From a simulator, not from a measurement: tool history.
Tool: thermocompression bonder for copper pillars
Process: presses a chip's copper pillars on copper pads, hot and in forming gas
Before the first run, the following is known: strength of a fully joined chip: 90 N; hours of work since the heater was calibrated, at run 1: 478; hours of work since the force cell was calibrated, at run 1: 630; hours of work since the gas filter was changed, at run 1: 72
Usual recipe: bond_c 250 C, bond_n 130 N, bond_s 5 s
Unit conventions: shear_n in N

run	hour	bond_c	bond_n	bond_s	hours of work since the heater was calibrated	hours of work since the force cell was calibrated	hours of work since the gas filter was changed	shear_n
1	0.0	250	130	5	478	630	72	33.0
2	24.5	250	130	12	495	647	89	44.7
3	80.3	250	178	5	534	686	128	38.9
4	134.3	250	130	5	572	724	166	30.8
# hour 153.9: force cell calibrated
5	159.4	250	130	5	588	4	183	29.6
6	213.7	237	130	5	626	42	221	22.3
# hour 221.7: forming gas filter changed
7	238.3	237	130	5	643	59	12	26.0
8	271.5	237	130	5	666	82	35	26.0
9	305.9	237	130	5	691	106	59	25.3
10	351.1	251	130	5	722	138	91	31.7
11	399.2	251	130	5	756	171	124	30.3
12	433.4	250	172	5	780	196	148	35.0
13	459.0	250	93	5	798	213	166	24.2
14	486.8	250	130	4	817	233	186	26.7
15	520.2	250	130	4	841	256	209	26.4
# hour 544.6: forming gas filter changed
16	548.3	250	130	4	860	276	3	29.3
17	588.0	250	130	4	888	303	30	29.7
18	631.6	250	130	4	918	334	61	28.8
19	684.8	250	130	4	956	371	98	26.8
20	715.6	260	165	3	977	393	120	33.3
21	771.0	260	165	3	1016	432	159	33.0
22	796.5	272	85	10	1034	450	176	38.7
23	847.0	272	84	10	1069	485	212	38.7
# hour 868.1: forming gas filter changed
24	889.2	235	94	12	1099	514	15	28.4
25	944.3	240	130	6	1137	553	53	28.2
26	975.5	240	130	6	1159	575	75	29.3
27	1008.9	258	90	5	1183	598	99	26.9
28	1033.7	258	119	4	1200	615	116	29.8
29	1087.8	258	119	5	1238	653	154	31.3
30	1137.1	250	169	6	1272	688	189	35.7
31	1159.5	242	115	4	1288	704	204	20.7
# hour 1192.2: forming gas filter changed
# hour 1208.8: force cell calibrated
32	1209.4	261	130	5	1322	0	11	36.2
33	1237.3	265	89	3	1341	20	31	23.8
34	1292.8	250	130	6	1380	59	69	31.3
35	1337.2	250	130	6	1411	90	101	31.0
36	1373.5	246	136	6	1437	115	126	29.6
37	1418.8	237	130	5	1468	147	158	22.3

How would selected steps in shear_n from run to run divide? Give the signed amount a tool lacking its hidden state would still show from settings, what came in and random variation, and the signed amount left for the hidden state, including any gauge scatter that is not in both of the compared results.
Hidden state at play: true temperature of the bond over the reading, C; force that reaches the chip, % of what is set; oxide that the forming gas leaves, % of the face; drift of the gauge itself on shear_n, %.
Run 6 -> 7: forming gas filter changed. shear_n +3.7 N: hidden state +2.9, all else +0.8.
Run 15 -> 16: forming gas filter changed. shear_n +2.9 N: hidden state +3.3, all else -0.4.
Run 23 -> 24: bond_c 272 -> 235, bond_n 84 -> 94, bond_s 10 -> 12, forming gas filter changed. shear_n -10.3 N: hidden state +4.7, all else -15.0.
Run 30 -> 31: bond_c 250 -> 242, bond_n 169 -> 115, bond_s 6 -> 4. shear_n -15.0 N: hidden state +2.1, all else -17.1.
Run 31 -> 32: bond_c 242 -> 261, bond_n 115 -> 130, bond_s 4 -> 5, forming gas filter changed, force cell calibrated. shear_n +15.5 N: hidden state +0.1, all else +15.4.
Run 32 -> 33: bond_c 261 -> 265, bond_n 130 -> 89, bond_s 5 -> 3. shear_n -12.4 N: hidden state +0.9, all else -13.3.

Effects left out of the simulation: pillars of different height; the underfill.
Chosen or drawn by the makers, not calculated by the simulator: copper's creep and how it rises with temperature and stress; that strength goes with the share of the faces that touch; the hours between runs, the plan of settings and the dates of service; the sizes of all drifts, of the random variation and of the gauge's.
